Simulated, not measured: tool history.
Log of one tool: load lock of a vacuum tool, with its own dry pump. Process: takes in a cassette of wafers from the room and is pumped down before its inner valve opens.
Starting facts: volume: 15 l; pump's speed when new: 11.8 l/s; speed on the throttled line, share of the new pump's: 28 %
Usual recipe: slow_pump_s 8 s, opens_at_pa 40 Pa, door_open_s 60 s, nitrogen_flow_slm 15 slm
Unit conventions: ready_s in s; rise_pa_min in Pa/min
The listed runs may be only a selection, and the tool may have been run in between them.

run,hour,slow_pump_s,opens_at_pa,door_open_s,nitrogen_flow_slm,"incoming humidity of the room's air, %",ready_s,rise_pa_min
1,0,8,40,60,15,47,16.5,0.375
2,407,8,40,60,15,46.2,16.6,0.383
3,677,8,40,60,15,44.3,16.8,0.395
4,1027.1,8,47,60,15,43.5,16.3,0.404
5,1579.2,8,47,60,15,46.1,16.5,0.433
6,1885.4,8,47,60,15,47.3,17,0.443
7,2127.2,8,47,60,15,43,16.3,0.451
8,2673.3,8,47,60,15,46.1,16.9,0.461
9,3012.3,8,47,60,15,45.7,16.8,0.47
10,3359.6,8,40,60,15,40.7,17.3,0.484
11,3632.7,8,40,60,15,42.8,17.3,0.497
12,3882.9,12,48,76,15,46.2,19.8,0.522
13,4124.6,12,48,100,4,44.4,19.6,0.561
# hour 4351.1: door's seal changed, seat wiped
14,4623,8,40,27,33,45.7,17.8,0.054
15,5128.9,7,40,133,33,41.2,16.9,0.098
16,5487.9,15,69,94,13,44.8,21.8,0.117
17,6038.2,15,69,94,13,45,21.4,0.124
18,6612.8,9,69,125,17,42.2,17.6,0.129
# hour 6747.6: dry pump taken out, an overhauled one fitted
19,6971,9,43,125,5,47.5,16.1,0.177

Hidden state or all else? Some run-to-run changes of ready_s, split into what the settings, what came in and random variation would give without the hidden state, and what is left for the hidden state (with any gauge scatter that isn't in both results):
The tool's hidden condition here consists of: pump's speed, % of a new pump's; leak at the door's seal, Pa l/s; drift of the gauge itself on ready_s, %; drift of the gauge itself on rise_pa_min, %.
Run 15 -> 16: slow_pump_s 7 -> 15, opens_at_pa 40 -> 69, door_open_s 133 -> 94, nitrogen_flow_slm 33 -> 13. ready_s +4.9 s: hidden state -0.6, all else +5.5.
Run 18 -> 19: opens_at_pa 69 -> 43, nitrogen_flow_slm 17 -> 5, dry pump taken out, an overhauled one fitted. ready_s -1.5 s: hidden state -1.9, all else +0.4.
